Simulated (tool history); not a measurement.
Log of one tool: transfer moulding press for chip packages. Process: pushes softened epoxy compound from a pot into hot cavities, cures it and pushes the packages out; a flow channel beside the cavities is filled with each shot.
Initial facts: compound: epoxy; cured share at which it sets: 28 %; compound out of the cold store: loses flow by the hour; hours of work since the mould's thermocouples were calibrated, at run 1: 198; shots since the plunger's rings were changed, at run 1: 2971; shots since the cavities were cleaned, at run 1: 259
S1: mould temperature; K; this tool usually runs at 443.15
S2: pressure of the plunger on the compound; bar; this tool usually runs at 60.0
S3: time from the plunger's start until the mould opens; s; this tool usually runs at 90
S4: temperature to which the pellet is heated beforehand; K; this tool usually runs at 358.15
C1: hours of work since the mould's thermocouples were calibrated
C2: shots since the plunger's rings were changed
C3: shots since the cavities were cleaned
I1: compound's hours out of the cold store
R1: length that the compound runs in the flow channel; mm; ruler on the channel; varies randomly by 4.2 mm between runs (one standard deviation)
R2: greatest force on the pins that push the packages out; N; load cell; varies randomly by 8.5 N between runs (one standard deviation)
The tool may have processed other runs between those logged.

run	hour	S1	S2	S3	S4	C1	C2	C3	I1	R1	R2
1	0.0	443.15	60.0	90	358.15	198	2971	259	22.1	836	539
2	11.4	443.15	60.0	90	358.15	206	3106	394	34.6	785	558
# hour 18.2: cavities cleaned with cleaning compound and waxed
3	24.1	443.15	60.0	90	358.15	213	3238	69	20.1	836	475
4	35.7	443.15	51.0	90	358.15	220	3375	206	13.0	793	528
5	48.1	443.15	60.0	90	358.15	228	3521	352	37.8	770	528
6	56.0	443.15	68.4	90	358.15	233	3614	445	46.2	792	526
# hour 58.6: cavities cleaned with cleaning compound and waxed
7	69.3	443.15	58.0	90	358.15	241	3753	125	29.1	779	466
8	78.8	443.15	58.0	90	358.15	247	3865	237	13.3	843	535
9	90.2	443.15	58.0	90	358.15	254	4000	372	8.8	847	570
# hour 98.4: cavities cleaned with cleaning compound and waxed
10	99.1	443.15	56.5	83	358.15	259	4087	7	38.1	738	496
11	106.4	443.15	56.5	83	365.15	264	4173	93	8.3	842	594
12	114.7	443.15	60.0	81	349.15	269	4271	191	46.5	726	611

Predict the results of run 13:
13	126.0	443.15	60.0	90	351.15	276	4405	325	37.7	?	?

Run 13 measured R1 754 mm, R2 500 N.
With the hidden condition absent and the run-to-run variation left alone, this run would have shown R1 810 mm, R2 420 N.

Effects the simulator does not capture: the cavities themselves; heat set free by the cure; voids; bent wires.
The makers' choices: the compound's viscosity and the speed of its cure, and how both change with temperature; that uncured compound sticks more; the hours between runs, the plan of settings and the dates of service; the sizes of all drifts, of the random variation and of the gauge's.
